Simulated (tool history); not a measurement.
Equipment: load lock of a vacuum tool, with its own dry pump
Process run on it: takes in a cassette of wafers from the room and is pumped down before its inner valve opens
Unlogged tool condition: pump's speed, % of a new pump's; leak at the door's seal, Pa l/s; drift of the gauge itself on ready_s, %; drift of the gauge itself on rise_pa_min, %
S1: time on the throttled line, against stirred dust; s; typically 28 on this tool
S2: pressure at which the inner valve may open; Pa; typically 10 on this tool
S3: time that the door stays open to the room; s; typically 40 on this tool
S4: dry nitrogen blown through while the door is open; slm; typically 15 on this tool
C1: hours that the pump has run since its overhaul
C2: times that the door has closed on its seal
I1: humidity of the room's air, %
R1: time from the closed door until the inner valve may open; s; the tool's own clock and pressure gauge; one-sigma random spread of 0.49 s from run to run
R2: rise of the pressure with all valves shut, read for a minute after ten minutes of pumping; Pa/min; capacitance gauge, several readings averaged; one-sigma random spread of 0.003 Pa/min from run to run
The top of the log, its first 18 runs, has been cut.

run	hour	S1	S2	S3	S4	C1	C2	I1	R1	R2
19	4995.2	28	10	53	15	5444	52616	45.6	64.4	0.047
20	5377.2	36	10	40	27	5826	54040	44.7	69.5	0.037
21	5555.3	28	15	148	15	6004	54704	43.0	61.7	0.085
22	5893.9	55	15	158	15	6343	55967	44.3	81.7	0.096
23	6294.1	55	15	42	15	6743	57459	48.0	82.7	0.045
24	6465.2	28	19	83	15	6914	58097	46.9	61.1	0.067
25	6779.2	31	19	40	45	7228	59268	40.9	63.2	0.026
26	7024.8	50	10	135	15	7474	60183	46.5	80.3	0.091
27	7234.2	23	10	113	15	7683	60964	47.2	59.8	0.082
28	7473.7	28	10	167	15	7923	61857	44.9	63.9	0.093
29	7732.5	28	10	167	15	8182	62822	46.7	63.7	0.101
30	7942.0	28	10	167	15	8391	63603	47.9	64.0	0.103
# hour 8035.3: door's seal changed, seat wiped
31	8248.7	28	10	167	15	8696	796	40.8	63.3	0.086
32	8431.9	17	10	40	15	8879	1479	42.2	54.7	0.039
33	8714.6	16	18	40	15	9162	2533	47.2	52.5	0.047
34	8984.5	35	18	175	15	9432	3539	45.1	66.3	0.091
35	9253.8	17	17	175	15	9701	4543	45.2	53.9	0.103
36	9632.6	17	17	175	15	10080	5956	46.0	53.8	0.100

5 ways to go on from here, each from the tool as it stands after run 36. What would each give?
A	10038.8	17	18	66	15	10486	7470	42.5	?	?
B	10038.8	17	18	59	11	10486	7470	45.1	?	?
C	10038.8	17	12	71	15	10486	7470	45.3	?	?
D	10038.8	28	10	40	6	10486	7470	43.7	?	?
E	10038.8	17	14	175	15	10486	7470	47.1	?	?

run	R1	R2
A	52.2	0.060
B	52.7	0.058
C	55.3	0.059
D	63.1	0.054
E	54.6	0.102
With the hidden condition removed and each run's random variation left untouched, the same runs would have given:
run	R1	R2
A	52.2	0.060
B	52.7	0.058
C	55.3	0.059
D	63.1	0.054
E	54.6	0.101

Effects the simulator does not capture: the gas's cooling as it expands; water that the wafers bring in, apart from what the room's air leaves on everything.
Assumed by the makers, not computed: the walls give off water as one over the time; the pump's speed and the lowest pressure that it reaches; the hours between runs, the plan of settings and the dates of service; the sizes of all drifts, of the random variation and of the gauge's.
